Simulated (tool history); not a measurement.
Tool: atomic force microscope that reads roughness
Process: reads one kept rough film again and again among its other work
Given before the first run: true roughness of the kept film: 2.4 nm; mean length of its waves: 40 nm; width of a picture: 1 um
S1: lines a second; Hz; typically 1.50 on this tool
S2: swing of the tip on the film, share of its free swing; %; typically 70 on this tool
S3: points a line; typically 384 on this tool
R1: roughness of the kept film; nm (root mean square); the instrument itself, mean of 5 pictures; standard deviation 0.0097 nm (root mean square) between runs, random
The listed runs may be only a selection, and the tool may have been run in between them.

run 1 hour=0.0 | S1=1.50 S2=70 S3=384 | R1=1.922
-- hour=20.6 new tip fitted
run 2 hour=36.7 | S1=1.50 S2=70 S3=384 | R1=2.206
run 3 hour=61.5 | S1=1.50 S2=70 S3=384 | R1=2.153
run 4 hour=97.0 | S1=1.50 S2=70 S3=384 | R1=2.116
run 5 hour=134.2 | S1=1.50 S2=70 S3=384 | R1=2.065
run 6 hour=160.5 | S1=1.50 S2=70 S3=384 | R1=2.055
run 7 hour=189.8 | S1=1.50 S2=70 S3=384 | R1=1.979
run 8 hour=219.0 | S1=1.50 S2=63 S3=384 | R1=1.989
-- hour=252.6 new tip fitted
run 9 hour=255.5 | S1=1.50 S2=63 S3=384 | R1=2.250
run 10 hour=278.2 | S1=1.50 S2=70 S3=384 | R1=2.190
run 11 hour=320.4 | S1=1.50 S2=75 S3=384 | R1=2.102
run 12 hour=344.9 | S1=1.50 S2=75 S3=384 | R1=2.076
run 13 hour=373.9 | S1=1.71 S2=75 S3=384 | R1=2.019
run 14 hour=419.9 | S1=1.50 S2=67 S3=384 | R1=2.006
run 15 hour=452.7 | S1=1.50 S2=67 S3=384 | R1=1.967
-- hour=483.5 new tip fitted
run 16 hour=483.5 | S1=1.50 S2=67 S3=384 | R1=2.235
run 17 hour=519.3 | S1=1.50 S2=67 S3=384 | R1=2.188
run 18 hour=551.0 | S1=1.50 S2=67 S3=384 | R1=2.147
run 19 hour=575.7 | S1=1.50 S2=67 S3=384 | R1=2.100
run 20 hour=609.4 | S1=1.50 S2=67 S3=384 | R1=2.049
run 21 hour=633.5 | S1=1.50 S2=70 S3=384 | R1=2.011
run 22 hour=661.2 | S1=1.50 S2=70 S3=384 | R1=2.005
run 23 hour=700.1 | S1=0.63 S2=70 S3=384 | R1=1.991
-- hour=718.6 new tip fitted
run 24 hour=728.5 | S1=0.63 S2=70 S3=384 | R1=2.265
run 25 hour=766.6 | S1=0.63 S2=70 S3=384 | R1=2.204
run 26 hour=808.0 | S1=0.63 S2=70 S3=384 | R1=2.139
run 27 hour=850.9 | S1=0.83 S2=70 S3=384 | R1=2.090
run 28 hour=886.8 | S1=0.83 S2=70 S3=601 | R1=2.027
run 29 hour=909.1 | S1=0.83 S2=70 S3=601 | R1=2.018
run 30 hour=932.3 | S1=0.83 S2=70 S3=601 | R1=1.996
-- hour=950.9 new tip fitted
run 31 hour=960.7 | S1=1.50 S2=75 S3=468 | R1=2.200
run 32 hour=991.6 | S1=1.21 S2=75 S3=554 | R1=2.169
run 33 hour=1027.3 | S1=1.34 S2=75 S3=310 | R1=2.108
run 34 hour=1052.3 | S1=3.21 S2=57 S3=384 | R1=2.085
run 35 hour=1077.2 | S1=3.21 S2=57 S3=384 | R1=2.061
run 36 hour=1106.2 | S1=2.03 S2=57 S3=371 | R1=2.043
run 37 hour=1150.9 | S1=1.45 S2=68 S3=525 | R1=1.962
-- hour=1181.8 new tip fitted
run 38 hour=1181.8 | S1=1.56 S2=70 S3=384 | R1=2.205
run 39 hour=1217.9 | S1=1.77 S2=70 S3=325 | R1=2.162
run 40 hour=1256.1 | S1=1.57 S2=70 S3=275 | R1=2.123
run 41 hour=1282.1 | S1=1.50 S2=71 S3=273 | R1=2.080
run 42 hour=1318.7 | S1=1.50 S2=71 S3=273 | R1=2.041
run 43 hour=1343.3 | S1=2.28 S2=71 S3=384 | R1=1.972
run 44 hour=1367.6 | S1=2.51 S2=87 S3=511 | R1=1.804
-- hour=1414.9 new tip fitted
run 45 hour=1414.9 | S1=1.50 S2=69 S3=384 | R1=2.224
run 46 hour=1435.6 | S1=1.66 S2=62 S3=862 | R1=2.250
run 47 hour=1475.9 | S1=0.88 S2=70 S3=383 | R1=2.171
run 48 hour=1505.1 | S1=1.50 S2=57 S3=367 | R1=2.162
run 49 hour=1544.4 | S1=1.24 S2=80 S3=298 | R1=2.018
run 50 hour=1584.5 | S1=1.24 S2=80 S3=298 | R1=1.987
run 51 hour=1605.8 | S1=1.59 S2=65 S3=256 | R1=1.992
run 52 hour=1642.7 | S1=1.50 S2=78 S3=401 | R1=1.901

Forecast each of these 3 alternatives for the next run:
-- hour=1649.5 new tip fitted
run A hour=1672.4 | S1=1.50 S2=78 S3=384 | R1=?
-- hour=1649.5 new tip fitted
run B hour=1672.4 | S1=0.73 S2=72 S3=447 | R1=?
-- hour=1649.5 new tip fitted
run C hour=1672.4 | S1=1.01 S2=85 S3=464 | R1=?

run=A R1=2.159
run=B R1=2.219
run=C R1=2.166
Stripped of hidden state, with their random variation kept, the same runs would have yielded:
run=A R1=2.177
run=B R1=2.239
run=C R1=2.184
